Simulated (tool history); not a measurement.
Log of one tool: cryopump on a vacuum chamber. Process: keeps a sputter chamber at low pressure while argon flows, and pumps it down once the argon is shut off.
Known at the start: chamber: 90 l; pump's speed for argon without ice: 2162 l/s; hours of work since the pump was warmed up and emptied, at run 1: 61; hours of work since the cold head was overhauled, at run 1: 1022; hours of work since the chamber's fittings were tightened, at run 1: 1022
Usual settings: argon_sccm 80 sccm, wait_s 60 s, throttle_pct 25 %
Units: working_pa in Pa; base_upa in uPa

run	hour	argon_sccm	wait_s	throttle_pct	hours of work since the pump was warmed up and emptied	hours of work since the cold head was overhauled	hours of work since the chamber's fittings were tightened	working_pa	base_upa
1	0.0	80	60	25	61	1022	1022	0.2487	1.32
2	67.9	80	60	25	94	1055	1055	0.2540	1.30
3	150.1	80	60	25	134	1095	1095	0.2538	1.36
4	233.1	80	60	25	174	1135	1135	0.2525	1.42
5	320.1	80	60	25	216	1177	1177	0.2548	1.39
6	374.8	101	60	25	243	1203	1203	0.3210	1.50
7	453.3	101	60	25	281	1241	1241	0.3208	1.50
8	531.4	101	60	25	319	1279	1279	0.3237	1.52
9	609.9	80	60	25	357	1317	1317	0.2574	1.55
10	694.9	80	60	25	398	1358	1358	0.2584	1.58
11	762.7	80	60	55	431	1391	1391	0.1227	1.63
# hour 808.4: pump warmed up, emptied and cooled again
12	818.0	80	60	25	5	1416	1416	0.2498	1.53
13	880.5	80	60	25	35	1446	1446	0.2497	1.54
14	946.0	152	60	25	67	1478	1478	0.4788	1.60
15	1023.8	158	60	25	104	1515	1515	0.5015	1.67
16	1098.6	53	60	15	141	1552	1552	0.2793	1.66
17	1141.5	104	42	25	161	1572	1572	0.3290	1.87
18	1231.0	104	42	25	205	1616	1616	0.3317	1.95
19	1308.5	104	42	25	242	1653	1653	0.3310	1.96
20	1362.0	56	60	51	268	1679	1679	0.0898	1.82
21	1432.1	56	60	51	302	1713	1713	0.0908	1.85
22	1518.8	56	34	51	344	1755	1755	0.0920	2.21
23	1589.1	49	79	16	378	1789	1789	0.2440	1.87
24	1667.9	129	106	25	416	1827	1827	0.4210	1.80
# hour 1741.2: pump warmed up, emptied and cooled again
25	1750.9	100	127	25	5	1865	1865	0.3121	1.65
26	1814.4	100	127	25	35	1896	1896	0.3157	1.62
27	1902.7	100	127	25	78	1939	1939	0.3143	1.77
28	1968.5	100	127	25	110	1971	1971	0.3160	1.77
29	2021.5	100	127	25	136	1996	1996	0.3186	1.81

5 ways to go on from here, each from the tool as it stands after run 29. What would each give?
A	2092.7	54	43	24	170	2031	2031	?	?
B	2092.7	141	29	30	170	2031	2031	?	?
C	2092.7	108	39	26	170	2031	2031	?	?
D	2092.7	80	143	25	170	2031	2031	?	?
E	2092.7	100	53	47	170	2031	2031	?	?

run	working_pa	base_upa
A	0.1784	2.18
B	0.3741	2.43
C	0.3314	2.31
D	0.2528	1.80
E	0.1712	2.14
Without the tool's hidden state the same runs would have given:
run	working_pa	base_upa
A	0.1753	0.72
B	0.3661	1.00
C	0.3252	0.83
D	0.2482	0.32
E	0.1654	0.64
